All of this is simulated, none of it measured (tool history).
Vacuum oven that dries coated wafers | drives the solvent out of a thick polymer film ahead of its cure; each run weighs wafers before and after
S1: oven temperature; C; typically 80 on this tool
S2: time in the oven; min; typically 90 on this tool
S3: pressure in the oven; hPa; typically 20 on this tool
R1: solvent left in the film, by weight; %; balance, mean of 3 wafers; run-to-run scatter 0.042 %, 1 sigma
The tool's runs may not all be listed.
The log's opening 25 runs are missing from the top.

run	day	S1	S2	S3	R1
26	12.196	82	57	10.4	2.93
27	12.562	78	98	53.5	4.46
28	13.121	80	136	10.5	0.86
29	13.5	80	136	10.5	0.83
30	13.812	80	136	10.5	0.93
31	14.108	80	136	10.5	0.83
32	14.408	80	47	10.5	4.59
33	14.875	94	47	78	3.36
34	15.438	94	47	78	3.41
35	15.783	78	78	20	3.14

Consider 3 possible next runs. They are alternatives, not a sequence: every one starts from the tool as it was left by run 35. What does each give?
A	16.121	71	47	42.2	?
B	16.121	67	131	14.8	?
C	16.121	79	55	36.2	?

run	R1
A	9.63
B	3.94
C	5.41
Had the tool no hidden state, the same runs would have come out as:
run	R1
A	9.88
B	4.14
C	5.62

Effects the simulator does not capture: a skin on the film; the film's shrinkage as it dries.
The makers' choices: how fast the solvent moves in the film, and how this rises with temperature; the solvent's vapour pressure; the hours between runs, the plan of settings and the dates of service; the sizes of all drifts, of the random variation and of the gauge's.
